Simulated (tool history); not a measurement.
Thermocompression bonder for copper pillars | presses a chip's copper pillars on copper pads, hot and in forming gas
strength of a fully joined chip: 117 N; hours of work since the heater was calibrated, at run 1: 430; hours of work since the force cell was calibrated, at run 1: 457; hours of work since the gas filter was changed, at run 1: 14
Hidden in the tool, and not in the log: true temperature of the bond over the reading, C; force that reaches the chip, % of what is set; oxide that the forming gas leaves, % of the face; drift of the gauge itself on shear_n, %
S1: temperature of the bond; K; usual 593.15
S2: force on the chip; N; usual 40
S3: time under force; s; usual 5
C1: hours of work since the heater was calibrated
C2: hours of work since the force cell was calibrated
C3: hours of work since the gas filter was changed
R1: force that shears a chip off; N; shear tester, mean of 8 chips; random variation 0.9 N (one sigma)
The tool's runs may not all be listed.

| run | day | S1 | S2 | S3 | C1 | C2 | C3 | R1 |
|---|---|---|---|---|---|---|---|---|
| 1 | 0.000 | 593.15 | 40 | 5 | 430 | 457 | 14 | 72.3 |
| 2 | 2.092 | 593.15 | 43 | 5 | 466 | 492 | 49 | 76.1 |
| 3 | 5.083 | 593.15 | 43 | 5 | 516 | 543 | 99 | 70.5 |
|  | 5.612 | forming gas filter changed |
| 4 | 8.092 | 593.15 | 43 | 5 | 566 | 593 | 42 | 74.0 |
| 5 | 11.125 | 593.15 | 43 | 5 | 617 | 644 | 93 | 71.0 |
|  | 12.033 | forming gas filter changed |
| 6 | 12.421 | 593.15 | 29 | 5 | 639 | 665 | 7 | 58.8 |
| 7 | 14.429 | 593.15 | 29 | 5 | 672 | 699 | 40 | 55.7 |
| 8 | 15.725 | 593.15 | 29 | 5 | 694 | 721 | 62 | 55.6 |
| 9 | 17.217 | 601.15 | 29 | 5 | 719 | 746 | 87 | 58.0 |
|  | 18.408 | forming gas filter changed |
| 10 | 19.333 | 593.15 | 40 | 5 | 755 | 781 | 16 | 72.6 |
| 11 | 21.808 | 593.15 | 40 | 5 | 796 | 823 | 57 | 68.7 |
| 12 | 23.312 | 610.15 | 28 | 5 | 822 | 848 | 83 | 61.6 |
|  | 23.683 | heater calibrated with a thermocouple chip |
|  | 24.867 | forming gas filter changed |
| 13 | 24.925 | 594.15 | 43 | 3 | 21 | 874 | 1 | 65.0 |
| 14 | 27.758 | 593.15 | 57 | 7 | 68 | 921 | 49 | 90.7 |
| 15 | 30.312 | 593.15 | 43 | 10 | 111 | 964 | 92 | 81.8 |
|  | 30.588 | heater calibrated with a thermocouple chip, once more |
|  | 31.350 | forming gas filter changed |
| 16 | 32.546 | 603.15 | 35 | 5 | 33 | 1000 | 20 | 74.6 |
| 17 | 35.408 | 603.15 | 35 | 5 | 81 | 1048 | 68 | 71.8 |
|  | 37.729 | forming gas filter changed |
| 18 | 37.908 | 619.15 | 35 | 7 | 122 | 1090 | 3 | 91.2 |
| 19 | 40.938 | 619.15 | 35 | 5 | 173 | 1141 | 54 | 80.0 |

Some steps in R1 between neighbouring runs. How much of each would the tool show without its hidden state too (settings, what came in, random variation), and how much is left for the hidden state, with any gauge scatter that isn't in both results?
Run 13 -> 14: S1 594.15 -> 593.15, S2 43 -> 57, S3 3 -> 7. R1 +25.7 N: hidden state -2.8, all else +28.5.
Run 15 -> 16: S1 593.15 -> 603.15, S2 43 -> 35, S3 10 -> 5, heater calibrated with a thermocouple chip, once more, forming gas filter changed. R1 -7.2 N: hidden state +9.9, all else -17.1.
